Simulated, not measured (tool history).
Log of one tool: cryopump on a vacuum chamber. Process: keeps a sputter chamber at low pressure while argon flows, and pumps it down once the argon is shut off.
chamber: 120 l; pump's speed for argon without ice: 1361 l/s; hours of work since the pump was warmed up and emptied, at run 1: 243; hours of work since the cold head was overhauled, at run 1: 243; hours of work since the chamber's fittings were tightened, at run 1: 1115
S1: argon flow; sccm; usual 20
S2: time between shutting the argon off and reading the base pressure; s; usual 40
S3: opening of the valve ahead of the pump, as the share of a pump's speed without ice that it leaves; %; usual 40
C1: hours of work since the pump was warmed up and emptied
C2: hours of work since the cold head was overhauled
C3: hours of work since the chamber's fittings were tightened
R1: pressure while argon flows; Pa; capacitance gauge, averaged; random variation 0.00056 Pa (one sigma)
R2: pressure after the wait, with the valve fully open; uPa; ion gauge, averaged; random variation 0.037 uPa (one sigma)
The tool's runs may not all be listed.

run 1 hour=0 | S1=20 S2=40 S3=40 | C1=243 C2=243 C3=1115 | R1=0.0642 R2=2.29
run 2 hour=11 | S1=20 S2=40 S3=40 | C1=249 C2=249 C3=1120 | R1=0.0641 R2=2.25
run 3 hour=25.7 | S1=20 S2=40 S3=40 | C1=257 C2=257 C3=1128 | R1=0.0637 R2=2.24
run 4 hour=36.9 | S1=20 S2=40 S3=40 | C1=263 C2=263 C3=1134 | R1=0.0645 R2=2.18
run 5 hour=50.4 | S1=20 S2=40 S3=40 | C1=270 C2=270 C3=1141 | R1=0.0641 R2=2.27
run 6 hour=62.4 | S1=20 S2=26 S3=40 | C1=277 C2=277 C3=1148 | R1=0.0635 R2=3.34
run 7 hour=72.2 | S1=20 S2=26 S3=40 | C1=282 C2=282 C3=1153 | R1=0.0644 R2=3.28
run 8 hour=82.1 | S1=20 S2=40 S3=40 | C1=287 C2=287 C3=1158 | R1=0.0634 R2=2.27
run 9 hour=94.9 | S1=20 S2=40 S3=40 | C1=294 C2=294 C3=1165 | R1=0.0635 R2=2.26
run 10 hour=108.5 | S1=20 S2=40 S3=40 | C1=301 C2=301 C3=1173 | R1=0.064 R2=2.3
run 11 hour=125.2 | S1=20 S2=40 S3=40 | C1=310 C2=310 C3=1181 | R1=0.0647 R2=2.27
run 12 hour=139.9 | S1=8 S2=40 S3=40 | C1=318 C2=318 C3=1189 | R1=0.0267 R2=2.26
run 13 hour=147 | S1=8 S2=40 S3=40 | C1=322 C2=322 C3=1193 | R1=0.0262 R2=2.37
run 14 hour=158.2 | S1=20 S2=40 S3=40 | C1=328 C2=328 C3=1199 | R1=0.0642 R2=2.29
run 15 hour=165.8 | S1=20 S2=40 S3=40 | C1=332 C2=332 C3=1203 | R1=0.0643 R2=2.23
run 16 hour=177.7 | S1=20 S2=120 S3=40 | C1=338 C2=338 C3=1210 | R1=0.0644 R2=1.04
run 17 hour=186.3 | S1=20 S2=33 S3=40 | C1=343 C2=343 C3=1214 | R1=0.065 R2=2.68
run 18 hour=200.6 | S1=20 S2=182 S3=40 | C1=351 C2=351 C3=1222 | R1=0.065 R2=0.84
run 19 hour=214.9 | S1=20 S2=182 S3=40 | C1=358 C2=358 C3=1229 | R1=0.0647 R2=0.83
run 20 hour=228.3 | S1=20 S2=182 S3=40 | C1=365 C2=365 C3=1237 | R1=0.0643 R2=0.83
run 21 hour=238.4 | S1=10 S2=40 S3=40 | C1=371 C2=371 C3=1242 | R1=0.0319 R2=2.4
run 22 hour=254.7 | S1=9 S2=46 S3=40 | C1=380 C2=380 C3=1251 | R1=0.0296 R2=2.03
run 23 hour=265 | S1=9 S2=46 S3=40 | C1=385 C2=385 C3=1256 | R1=0.0297 R2=2.02
run 24 hour=277 | S1=9 S2=46 S3=40 | C1=391 C2=391 C3=1263 | R1=0.0286 R2=2.08
run 25 hour=286.8 | S1=15 S2=26 S3=28 | C1=397 C2=397 C3=1268 | R1=0.0688 R2=3.39
run 26 hour=300.6 | S1=15 S2=105 S3=27 | C1=404 C2=404 C3=1275 | R1=0.0704 R2=1.14
run 27 hour=315 | S1=21 S2=245 S3=27 | C1=412 C2=412 C3=1283 | R1=0.0991 R2=0.75
run 28 hour=325.6 | S1=21 S2=245 S3=27 | C1=417 C2=417 C3=1289 | R1=0.099 R2=0.73
run 29 hour=339.9 | S1=36 S2=40 S3=22 | C1=425 C2=425 C3=1296 | R1=0.2087 R2=2.37
run 30 hour=347.8 | S1=36 S2=40 S3=22 | C1=429 C2=429 C3=1301 | R1=0.2094 R2=2.28
run 31 hour=357.7 | S1=16 S2=40 S3=22 | C1=435 C2=435 C3=1306 | R1=0.0925 R2=2.28
run 32 hour=373.8 | S1=10 S2=40 S3=38 | C1=443 C2=443 C3=1314 | R1=0.0337 R2=2.35
run 33 hour=387.3 | S1=10 S2=35 S3=16 | C1=450 C2=450 C3=1322 | R1=0.08 R2=2.61
run 34 hour=402.7 | S1=10 S2=24 S3=16 | C1=459 C2=459 C3=1330 | R1=0.0789 R2=3.66
run 35 hour=411.7 | S1=20 S2=37 S3=26 | C1=464 C2=464 C3=1335 | R1=0.1 R2=2.53

The same runs without the tool's hidden state, with the same run-to-run variation:
The hidden state here: pump's speed, % of a pump's without ice; cold plate's temperature, K; leak into the chamber, uPa l/s; drift of the gauge itself on working_pa, %; drift of the gauge itself on base_upa, %.
run=1 R1=0.0626 R2=2.12
run=2 R1=0.0624 R2=2.08
run=3 R1=0.0619 R2=2.08
run=4 R1=0.0627 R2=2.02
run=5 R1=0.0622 R2=2.1
run=6 R1=0.0616 R2=3.17
run=7 R1=0.0625 R2=3.11
run=8 R1=0.0614 R2=2.1
run=9 R1=0.0614 R2=2.09
run=10 R1=0.0619 R2=2.12
run=11 R1=0.0626 R2=2.1
run=12 R1=0.0259 R2=2.08
run=13 R1=0.0253 R2=2.18
run=14 R1=0.062 R2=2.11
run=15 R1=0.062 R2=2.05
run=16 R1=0.0621 R2=0.86
run=17 R1=0.0627 R2=2.49
run=18 R1=0.0626 R2=0.66
run=19 R1=0.0622 R2=0.65
run=20 R1=0.0618 R2=0.64
run=21 R1=0.0307 R2=2.2
run=22 R1=0.0284 R2=1.84
run=23 R1=0.0285 R2=1.82
run=24 R1=0.0274 R2=1.88
run=25 R1=0.0668 R2=3.19
run=26 R1=0.0683 R2=0.94
run=27 R1=0.0961 R2=0.55
run=28 R1=0.0959 R2=0.52
run=29 R1=0.2033 R2=2.16
run=30 R1=0.204 R2=2.08
run=31 R1=0.0901 R2=2.07
run=32 R1=0.0321 R2=2.14
run=33 R1=0.0784 R2=2.39
run=34 R1=0.0773 R2=3.44
run=35 R1=0.0968 R2=2.31
